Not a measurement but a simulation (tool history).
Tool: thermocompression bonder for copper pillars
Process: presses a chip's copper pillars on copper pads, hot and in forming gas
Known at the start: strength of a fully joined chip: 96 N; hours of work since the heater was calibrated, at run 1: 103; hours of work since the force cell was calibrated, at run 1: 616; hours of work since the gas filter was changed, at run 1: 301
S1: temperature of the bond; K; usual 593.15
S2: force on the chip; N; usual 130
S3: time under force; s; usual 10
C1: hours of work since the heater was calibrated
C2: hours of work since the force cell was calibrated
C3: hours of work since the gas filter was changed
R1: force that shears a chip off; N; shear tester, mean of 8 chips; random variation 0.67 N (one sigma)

run 1 hour=0.0 | S1=593.15 S2=130 S3=10 | C1=103 C2=616 C3=301 | R1=39.4
run 2 hour=77.0 | S1=593.15 S2=130 S3=10 | C1=157 C2=671 C3=356 | R1=37.5
-- hour=95.4 forming gas filter changed
run 3 hour=176.0 | S1=593.15 S2=94 S3=10 | C1=227 C2=741 C3=57 | R1=28.7
run 4 hour=264.4 | S1=593.15 S2=94 S3=10 | C1=290 C2=804 C3=120 | R1=27.7
-- hour=341.6 force cell calibrated
run 5 hour=353.4 | S1=593.15 S2=94 S3=10 | C1=353 C2=8 C3=182 | R1=30.7
run 6 hour=406.0 | S1=593.15 S2=94 S3=10 | C1=390 C2=46 C3=220 | R1=29.6
run 7 hour=488.4 | S1=593.15 S2=130 S3=10 | C1=449 C2=104 C3=278 | R1=39.9
run 8 hour=588.2 | S1=593.15 S2=130 S3=10 | C1=520 C2=175 C3=349 | R1=39.4
-- hour=611.6 forming gas filter changed
run 9 hour=662.1 | S1=593.15 S2=130 S3=10 | C1=572 C2=228 C3=36 | R1=41.0
run 10 hour=742.2 | S1=593.15 S2=130 S3=10 | C1=629 C2=285 C3=93 | R1=39.7
run 11 hour=815.6 | S1=593.15 S2=130 S3=10 | C1=681 C2=337 C3=145 | R1=40.5
run 12 hour=905.3 | S1=593.15 S2=130 S3=10 | C1=745 C2=401 C3=209 | R1=38.5
run 13 hour=1007.6 | S1=593.15 S2=130 S3=10 | C1=817 C2=473 C3=282 | R1=36.9
run 14 hour=1108.6 | S1=593.15 S2=130 S3=10 | C1=889 C2=545 C3=353 | R1=37.8
-- hour=1123.7 forming gas filter changed
run 15 hour=1166.6 | S1=593.15 S2=130 S3=10 | C1=930 C2=586 C3=30 | R1=38.9
run 16 hour=1264.2 | S1=593.15 S2=130 S3=10 | C1=1000 C2=655 C3=100 | R1=38.4
run 17 hour=1348.4 | S1=615.15 S2=130 S3=7 | C1=1060 C2=715 C3=160 | R1=39.5
run 18 hour=1418.5 | S1=590.15 S2=130 S3=8 | C1=1109 C2=765 C3=210 | R1=33.2
run 19 hour=1461.3 | S1=576.15 S2=123 S3=24 | C1=1140 C2=796 C3=240 | R1=41.3
run 20 hour=1514.8 | S1=614.15 S2=152 S3=7 | C1=1178 C2=834 C3=278 | R1=43.0
-- hour=1551.3 force cell calibrated
run 21 hour=1566.6 | S1=614.15 S2=152 S3=7 | C1=1214 C2=11 C3=314 | R1=46.1
-- hour=1637.1 forming gas filter changed
run 22 hour=1637.1 | S1=605.15 S2=152 S3=7 | C1=1263 C2=61 C3=0 | R1=44.2
-- hour=1686.0 heater calibrated with a thermocouple chip
run 23 hour=1709.8 | S1=605.15 S2=92 S3=21 | C1=17 C2=111 C3=50 | R1=46.5
run 24 hour=1759.9 | S1=605.15 S2=121 S3=21 | C1=53 C2=147 C3=86 | R1=56.1
run 25 hour=1858.3 | S1=585.15 S2=149 S3=24 | C1=123 C2=217 C3=156 | R1=58.4
run 26 hour=1937.6 | S1=596.15 S2=106 S3=24 | C1=179 C2=273 C3=212 | R1=47.8
run 27 hour=2011.9 | S1=596.15 S2=106 S3=28 | C1=232 C2=326 C3=265 | R1=49.4
run 28 hour=2082.2 | S1=596.15 S2=106 S3=28 | C1=282 C2=376 C3=315 | R1=47.9
-- hour=2152.2 forming gas filter changed
run 29 hour=2180.3 | S1=596.15 S2=106 S3=28 | C1=351 C2=445 C3=20 | R1=51.0
run 30 hour=2255.1 | S1=590.15 S2=150 S3=10 | C1=404 C2=498 C3=73 | R1=44.9
run 31 hour=2353.2 | S1=593.15 S2=92 S3=24 | C1=474 C2=568 C3=143 | R1=42.4

Forecast each of these 3 alternatives for the next run:
run A hour=2444.2 | S1=593.15 S2=130 S3=9 | C1=539 C2=633 C3=208 | R1=?
run B hour=2444.2 | S1=564.15 S2=92 S3=24 | C1=539 C2=633 C3=208 | R1=?
run C hour=2444.2 | S1=614.15 S2=190 S3=12 | C1=539 C2=633 C3=208 | R1=?

run=A R1=38.3
run=B R1=30.7
run=C R1=64.9
Without the tool's hidden state the same runs would have given:
run=A R1=42.6
run=B R1=34.4
run=C R1=70.6
